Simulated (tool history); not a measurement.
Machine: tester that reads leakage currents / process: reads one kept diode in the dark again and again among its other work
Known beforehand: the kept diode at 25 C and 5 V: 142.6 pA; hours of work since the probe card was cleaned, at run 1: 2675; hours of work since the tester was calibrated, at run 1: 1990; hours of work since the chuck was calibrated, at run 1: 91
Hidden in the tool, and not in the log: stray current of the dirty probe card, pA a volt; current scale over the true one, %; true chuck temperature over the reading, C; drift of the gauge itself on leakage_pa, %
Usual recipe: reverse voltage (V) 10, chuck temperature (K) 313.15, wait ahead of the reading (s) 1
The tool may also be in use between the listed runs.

run	day	reverse voltage (V)	chuck temperature (K)	wait ahead of the reading (s)	hours of work since the probe card was cleaned	hours of work since the tester was calibrated	hours of work since the chuck was calibrated	current that the tester gives (pA)
1	0	10	313.15	1	2675	1990	91	743.08
2	7.833	10	313.15	1	2756	2071	172	761.01
3	14.008	10	313.15	1	2820	2135	236	771.03
4	21.912	10	313.15	1	2902	2217	318	790.47
5	29.475	10	313.15	1	2980	2295	396	811.13
6	37.621	10	313.15	1	3064	2379	481	832.04
# day 42.129: chuck's temperature calibrated
7	43.062	10	313.15	1	3120	2434	10	714.47
8	49.8	10	313.15	1	3189	2504	79	725.51
9	59.762	10	327.15	1	3292	2607	182	2184.07
10	69.354	10	327.15	1	3392	2706	282	2242.56
11	73.692	10	313.15	8.13	3437	2751	327	776.8
12	82.379	10	317.15	1	3526	2841	416	1092.76
# day 89.95: probe card cleaned and baked
13	91.088	10	317.15	1	12	2930	505	1122.55
# day 93.154: chuck's temperature calibrated
14	99.242	10	317.15	1	95	3014	63	997.03
15	107.725	10	317.15	1	183	3101	151	1019.18
16	112.562	10	317.15	1	233	3151	201	1034.78
17	121.3	10	317.15	1	323	3242	291	1059.86
18	126.425	6	313.15	1.93	377	3295	344	606.21
19	136.221	6	313.15	0.93	478	3396	446	624.43
# day 143.742: chuck's temperature calibrated
20	143.742	2.2	318.15	0.54	555	3473	0	495.2
21	150.158	2.2	303.15	0.54	621	3539	66	149.41
22	159.2	10	313.15	2.48	715	3633	160	742.53
23	168.554	10	313.15	2.48	812	3730	257	762.84
24	178.346	10	313.15	2.48	913	3831	358	789.37
25	187.658	4	313.15	0.49	1009	3928	454	514.45
26	192.642	11.1	297.15	0.31	1061	3979	506	239.5
# day 194.646: chuck's temperature calibrated
27	198.954	1.9	296.15	0.6	1125	4044	45	75.09
28	207.046	11.6	296.15	0.56	1209	4127	128	196.2
29	216.512	11.6	296.15	0.56	1307	4225	226	201.12

Run 30 is up next; what results do you expect?
# day 222.971: tester calibrated
30	226.521	11.6	296.15	0.56	1410	37	329	?

{"run 30": {"current that the tester gives (pA)": 213.37}}
The same run, on a tool lacking any hidden state, would have yielded current that the tester gives (pA) 189.46.
